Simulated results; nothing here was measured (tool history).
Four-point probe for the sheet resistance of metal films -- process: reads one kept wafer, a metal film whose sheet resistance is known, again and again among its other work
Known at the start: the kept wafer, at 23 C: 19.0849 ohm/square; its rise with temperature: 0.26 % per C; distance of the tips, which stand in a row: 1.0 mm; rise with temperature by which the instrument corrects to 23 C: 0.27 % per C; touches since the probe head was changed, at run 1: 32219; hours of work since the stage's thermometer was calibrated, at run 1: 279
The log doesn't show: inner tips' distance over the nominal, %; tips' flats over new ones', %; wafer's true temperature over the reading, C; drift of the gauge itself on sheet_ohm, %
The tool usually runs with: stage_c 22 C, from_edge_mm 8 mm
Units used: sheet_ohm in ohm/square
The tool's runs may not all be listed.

run     day  stage_c  from_edge_mm  touches since the probe head was changed  hours of work since the stage's thermometer was calibrated  sheet_ohm
  1   0.000       22             8                                     32219                                                         279  19.334475
  2   0.875       22             8                                     33221                                                         294  19.343580
  3   1.425       22             8                                     33852                                                         303  19.337844
  4   1.946       22             8                                     34450                                                         312  19.348415
  5   2.488       22             8                                     35071                                                         321  19.350929
  6   2.946       22             8                                     35595                                                         329  19.347887
  7   3.383       22             8                                     36097                                                         337  19.360051
  8   4.025       22             8                                     36834                                                         348  19.361527
  9   4.529       22             8                                     37413                                                         356  19.360408
 10   5.150       22             8                                     38123                                                         367  19.365286
 11   6.004       22             8                                     39103                                                         381  19.370869
 12   6.858       22             8                                     40083                                                         396  19.374312
 13   7.317       22             8                                     40606                                                         404  19.373855
 14   7.688       22             6                                     41032                                                         410  19.504185
 15   8.267       22             8                                     41698                                                         420  19.376909
 16   8.808       22             8                                     42320                                                         429  19.381559
 17   9.312       22             8                                     42896                                                         438  19.379950
 18  10.042       22             8                                     43735                                                         451  19.394034
 19  10.671       22             8                                     44452                                                         461  19.394403
 20  11.075       22             8                                     44919                                                         468  19.395263
 21  11.679       22            11                                     45609                                                         478  19.325257
 22  12.150       32             8                                     46149                                                         487  19.389807
 23  12.888       20             4                                     46996                                                         499  19.873390
 24  13.704       25            16                                     47934                                                         513  19.286585
 25  14.129       25            16                                     48421                                                         520  19.286985
     14.204  -- stage's thermometer calibrated
 26  14.650       25            16                                     48991                                                           8  19.297922
 27  15.333       28             6                                     49777                                                          19  19.539805
 28  16.100       29             3                                     50657                                                          32  20.345146
 29  16.629       35            61                                     51264                                                          41  19.257291
 30  17.288       35            61                                     52016                                                          53  19.251434
 31  17.662       22            10                                     52446                                                          59  19.384118
 32  18.238       32            10                                     53106                                                          69  19.366692
 33  18.871       21            32                                     53835                                                          80  19.295517
 34  19.296       22            36                                     54320                                                          87  19.287200
     19.400  -- stage's thermometer calibrated, once more
 35  20.021       22            36                                     55127                                                          11  19.287844
 36  20.583       22            36                                     55773                                                          20  19.286091
 37  21.162       20            32                                     56436                                                          30  19.294771
 38  21.908       32            14                                     57290                                                          43  19.326494
 39  22.554       25             4                                     58031                                                          54  19.915816
 40  23.275       20            14                                     58860                                                          66  19.346832
 41  23.692       26             5                                     59337                                                          73  19.696332
 42  24.500       20            71                                     60263                                                          87  19.301792
     24.979  -- new probe head fitted
 43  25.367       20            71                                       443                                                         101  18.998860
 44  25.725       20            71                                       852                                                         107  19.003685

Branching from run 44: 5 alternative next runs. What would each branch give?
  A  26.492       20            14                                      1732                                                         121          ?
  B  26.492       20             8                                      1732                                                         121          ?
  C  26.492       22             7                                      1732                                                         121          ?
  D  26.492       22             6                                      1732                                                         121          ?
  E  26.492       32             7                                      1732                                                         121          ?

run  sheet_ohm
  A  19.055362
  B  19.170074
  C  19.213520
  D  19.281934
  E  19.198795
What these runs would have given with no unlogged condition in the tool:
run  sheet_ohm
  A  19.138383
  B  19.253560
  C  19.297169
  D  19.365855
  E  19.282334
